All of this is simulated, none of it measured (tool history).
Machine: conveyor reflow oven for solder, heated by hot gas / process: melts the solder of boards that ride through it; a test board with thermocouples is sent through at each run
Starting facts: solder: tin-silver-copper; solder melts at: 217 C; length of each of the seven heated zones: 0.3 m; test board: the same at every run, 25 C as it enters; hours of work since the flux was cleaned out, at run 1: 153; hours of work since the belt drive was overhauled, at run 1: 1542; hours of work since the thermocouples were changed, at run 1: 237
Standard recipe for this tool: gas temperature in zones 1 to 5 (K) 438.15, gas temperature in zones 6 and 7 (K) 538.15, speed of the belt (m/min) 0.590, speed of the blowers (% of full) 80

run	hour	gas temperature in zones 1 to 5 (K)	gas temperature in zones 6 and 7 (K)	speed of the belt (m/min)	speed of the blowers (% of full)	hours of work since the flux was cleaned out	hours of work since the belt drive was overhauled	hours of work since the thermocouples were changed	highest temperature of the board (K)	time above the solder's melting point (s)
1	0.0	438.15	538.15	0.590	80	153	1542	237	517.05	38.6
# hour 13.5: belt drive overhauled, speed set with a stopwatch
2	36.3	438.15	538.15	0.590	80	170	12	253	514.65	34.7
# hour 82.6: flux residue cleaned out of gas plates and filters
3	109.0	438.15	538.15	0.590	80	14	47	289	516.25	36.1
4	153.7	438.15	538.15	0.590	80	37	70	312	516.35	35.9
5	214.9	438.15	538.15	0.590	58	69	102	343	510.05	29.5
6	267.7	438.15	538.15	0.590	58	96	129	371	509.65	29.4
7	305.8	438.15	538.15	0.590	80	116	149	391	514.95	35.1
8	341.7	448.15	538.15	0.590	80	134	168	409	516.55	39.6
9	386.3	448.15	538.15	0.590	80	158	191	432	516.65	39.4
10	445.1	438.15	538.15	0.590	80	188	221	463	514.55	34.3
# hour 459.8: flux residue cleaned out of gas plates and filters
11	499.2	438.15	538.15	0.590	80	20	247	488	515.75	36.1
12	558.2	438.15	538.15	0.590	80	51	277	519	515.65	35.8
13	600.1	438.15	538.15	0.590	80	73	299	541	515.15	35.6
14	635.8	438.15	538.15	0.590	80	91	318	559	514.85	35.3
15	677.5	438.15	544.15	0.590	80	113	339	581	519.55	38.9
16	720.8	438.15	544.15	0.635	80	135	362	603	516.25	33.1
17	785.8	438.15	544.15	0.635	80	169	395	637	516.25	32.8
# hour 836.3: flux residue cleaned out of gas plates and filters
18	849.6	438.15	544.15	0.635	80	7	426	667	518.45	35.1
19	880.8	427.15	538.15	0.590	80	23	442	684	513.25	32.2
# hour 920.4: thermocouples of zones 6 and 7 changed
20	953.6	427.15	538.15	0.590	80	60	479	17	515.05	33.0
21	1025.2	434.15	531.15	0.656	89	97	516	54	508.15	25.1
22	1098.3	434.15	531.15	0.656	53	135	554	92	497.75	12.1
23	1159.3	438.15	538.15	0.551	80	166	585	124	518.45	41.8
24	1200.0	435.15	552.15	0.551	69	188	607	145	526.55	46.0
# hour 1214.2: flux residue cleaned out of gas plates and filters
25	1237.7	438.15	538.15	0.519	80	12	623	162	521.65	47.6
26	1276.5	437.15	538.15	0.590	85	32	644	182	518.55	38.5
27	1334.3	437.15	538.15	0.590	85	62	674	212	517.35	37.5
28	1371.3	445.15	547.15	0.590	87	81	693	231	526.75	46.4
29	1423.3	433.15	527.15	0.590	80	108	720	258	506.25	26.3

What if the next run were any one of these 4? Each begins from the tool's condition after run 29:
A	1484.5	433.15	527.15	0.646	55	140	752	290	?	?
B	1484.5	438.15	531.15	0.697	83	140	752	290	?	?
C	1484.5	444.15	547.15	0.590	65	140	752	290	?	?
D	1484.5	438.15	538.15	0.590	87	140	752	290	?	?

run	highest temperature of the board (K)	time above the solder's melting point (s)
A	495.65	9.6
B	504.75	20.4
C	520.75	40.9
D	517.15	37.8
With the hidden condition removed and each run's random variation left untouched, the same runs would have given:
run	highest temperature of the board (K)	time above the solder's melting point (s)
A	497.15	11.5
B	506.65	21.9
C	522.35	41.3
D	519.05	38.6
